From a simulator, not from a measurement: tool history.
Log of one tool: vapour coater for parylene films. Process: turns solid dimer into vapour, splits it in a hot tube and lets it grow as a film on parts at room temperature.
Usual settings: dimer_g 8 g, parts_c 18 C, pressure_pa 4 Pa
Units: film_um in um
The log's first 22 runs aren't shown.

run	hour	dimer_g	parts_c	pressure_pa	hours of work since the trap's valve was overhauled	hours of work since the table's thermometer was calibrated	film_um
23	401.7	12	15	2.54	312	568	3.02
24	417.5	12	15	2.54	322	579	3.01
25	435.7	12	15	2.54	334	591	3.01
26	457.9	12	15	2.54	349	605	3.03
27	470.7	12	15	2.54	358	614	2.98
28	489.9	8	17	2.97	370	626	1.85
# hour 505.9: trap's valve overhauled
29	512.7	14	22	2.22	4	639	3.06
30	532.9	4	22	3.24	18	652	0.8
31	548.4	9	21	11.73	28	663	1.52
32	569.4	9	21	11.73	42	677	1.51
33	590.9	6	27	11.89	56	691	0.88
34	603.7	12	16	8.52	65	699	2.41
35	622.1	12	16	8.52	77	711	2.39
36	638.3	12	16	8.52	88	722	2.4
37	650.4	4	11	3.66	96	730	1.04
38	675.9	13	16	2.87	113	747	3.11
39	688.9	3	13	5.71	121	756	0.69
40	712	3	19	7.16	137	771	0.57

Forecast each of these 4 alternatives for the next run:
A	732.7	5	18	7.16	150	785	?
B	732.7	8	19	2.75	150	785	?
C	732.7	3	14	7.16	150	785	?
D	732.7	4	17	7.16	150	785	?

run	film_um
A	0.98
B	1.8
C	0.65
D	0.79
Without the tool's hidden state the same runs would have given:
run	film_um
A	0.98
B	1.8
C	0.65
D	0.79

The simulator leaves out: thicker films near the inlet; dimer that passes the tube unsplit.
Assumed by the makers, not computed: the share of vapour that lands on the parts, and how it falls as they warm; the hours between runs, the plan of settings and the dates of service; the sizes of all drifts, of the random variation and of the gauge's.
